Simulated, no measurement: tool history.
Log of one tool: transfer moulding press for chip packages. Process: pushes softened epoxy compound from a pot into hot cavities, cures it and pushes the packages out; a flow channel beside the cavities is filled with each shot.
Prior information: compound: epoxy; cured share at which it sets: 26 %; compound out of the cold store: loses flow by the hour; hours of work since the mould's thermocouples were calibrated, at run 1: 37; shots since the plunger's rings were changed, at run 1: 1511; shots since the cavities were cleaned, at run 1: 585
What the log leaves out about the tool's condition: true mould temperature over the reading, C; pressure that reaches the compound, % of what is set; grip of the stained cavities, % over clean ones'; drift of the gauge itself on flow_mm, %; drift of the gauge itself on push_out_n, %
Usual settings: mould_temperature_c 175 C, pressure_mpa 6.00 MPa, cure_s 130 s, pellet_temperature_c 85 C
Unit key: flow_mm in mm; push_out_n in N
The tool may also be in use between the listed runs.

run,hour,mould_temperature_c,pressure_mpa,cure_s,pellet_temperature_c,hours of work since the mould's thermocouples were calibrated,shots since the plunger's rings were changed,shots since the cavities were cleaned,incoming compound's hours out of the cold store,flow_mm,push_out_n
1,0.0,175,6.00,130,85,37,1511,585,18.2,715,194
# hour 23.8: cavities cleaned with cleaning compound and waxed
2,83.2,175,6.00,113,85,84,2247,535,22.1,699,227
# hour 113.4: cavities cleaned with cleaning compound and waxed
3,123.7,175,6.00,113,85,107,2598,92,8.5,745,254
4,186.9,175,6.00,113,85,143,3167,661,16.0,715,231
# hour 200.5: cavities cleaned with cleaning compound and waxed
5,276.7,175,6.00,113,85,194,3963,687,31.4,669,227
# hour 288.9: cavities cleaned with cleaning compound and waxed
6,347.5,175,6.00,113,85,233,4586,527,17.4,705,245
# hour 375.5: plunger's sealing rings changed
# hour 377.0: cavities cleaned with cleaning compound and waxed
7,397.0,175,5.69,130,85,260,180,180,20.8,676,186
# hour 464.6: cavities cleaned with cleaning compound and waxed
8,473.5,175,5.69,130,85,303,855,80,13.8,703,197
# hour 553.5: cavities cleaned with cleaning compound and waxed
9,556.8,175,5.69,130,85,350,1592,30,30.1,652,183
# hour 587.5: mould's thermocouples calibrated
10,620.6,175,6.00,130,83,19,2148,586,42.5,632,182
# hour 639.6: cavities cleaned with cleaning compound and waxed
11,688.5,175,6.00,130,83,57,2746,440,18.7,717,201
# hour 724.9: cavities cleaned with cleaning compound and waxed
12,739.1,175,6.00,130,85,85,3188,128,29.6,678,189
13,779.7,175,6.00,130,85,109,3554,494,15.6,719,188
# hour 810.6: cavities cleaned with cleaning compound and waxed
14,833.1,175,6.00,130,89,138,4022,203,21.1,705,181
# hour 896.6: cavities cleaned with cleaning compound and waxed
15,898.5,175,6.00,130,89,175,4597,17,16.8,711,192
# hour 926.3: plunger's sealing rings changed
16,962.8,175,6.00,130,89,211,329,574,34.4,656,184
# hour 983.0: cavities cleaned with cleaning compound and waxed
17,1031.7,179,6.04,156,85,249,935,438,29.0,666,160
# hour 1067.4: cavities cleaned with cleaning compound and waxed
18,1099.0,183,6.81,118,79,287,1528,285,29.2,705,169
# hour 1152.8: cavities cleaned with cleaning compound and waxed
19,1152.8,171,6.81,118,79,317,1999,0,39.8,688,276
20,1223.3,177,4.93,130,85,358,2634,635,26.5,610,168
# hour 1240.4: mould's thermocouples calibrated
# hour 1241.9: cavities cleaned with cleaning compound and waxed
21,1309.2,177,4.93,130,85,39,3376,606,13.0,660,171
# hour 1325.9: cavities cleaned with cleaning compound and waxed
22,1373.8,175,7.18,113,78,75,3945,432,24.6,742,234
# hour 1414.7: cavities cleaned with cleaning compound and waxed
23,1436.9,175,5.93,169,85,110,4499,199,36.7,642,164
# hour 1474.4: plunger's sealing rings changed
24,1477.8,175,6.00,135,85,132,31,545,30.8,667,184
# hour 1504.2: cavities cleaned with cleaning compound and waxed
25,1525.6,177,5.95,117,78,159,448,193,33.8,651,193
26,1576.8,183,6.00,130,87,188,909,654,20.8,687,154
# hour 1590.6: cavities cleaned with cleaning compound and waxed
27,1653.9,183,6.00,130,87,232,1590,570,23.7,682,160

Below are 3 alternative next runs, each starting from the tool's condition after run 27. Predict each:
# hour 1675.3: cavities cleaned with cleaning compound and waxed
A,1704.3,174,5.73,130,76,260,2031,262,46.7,?,?
# hour 1675.3: cavities cleaned with cleaning compound and waxed
B,1704.3,175,6.00,143,90,260,2031,262,28.0,?,?
# hour 1675.3: cavities cleaned with cleaning compound and waxed
C,1704.3,183,5.75,125,85,260,2031,262,28.5,?,?

run,flow_mm,push_out_n
A,606,192
B,668,164
C,646,158
With the hidden condition removed and each run's random variation left untouched, the same runs would have given:
run,flow_mm,push_out_n
A,606,190
B,669,163
C,647,157

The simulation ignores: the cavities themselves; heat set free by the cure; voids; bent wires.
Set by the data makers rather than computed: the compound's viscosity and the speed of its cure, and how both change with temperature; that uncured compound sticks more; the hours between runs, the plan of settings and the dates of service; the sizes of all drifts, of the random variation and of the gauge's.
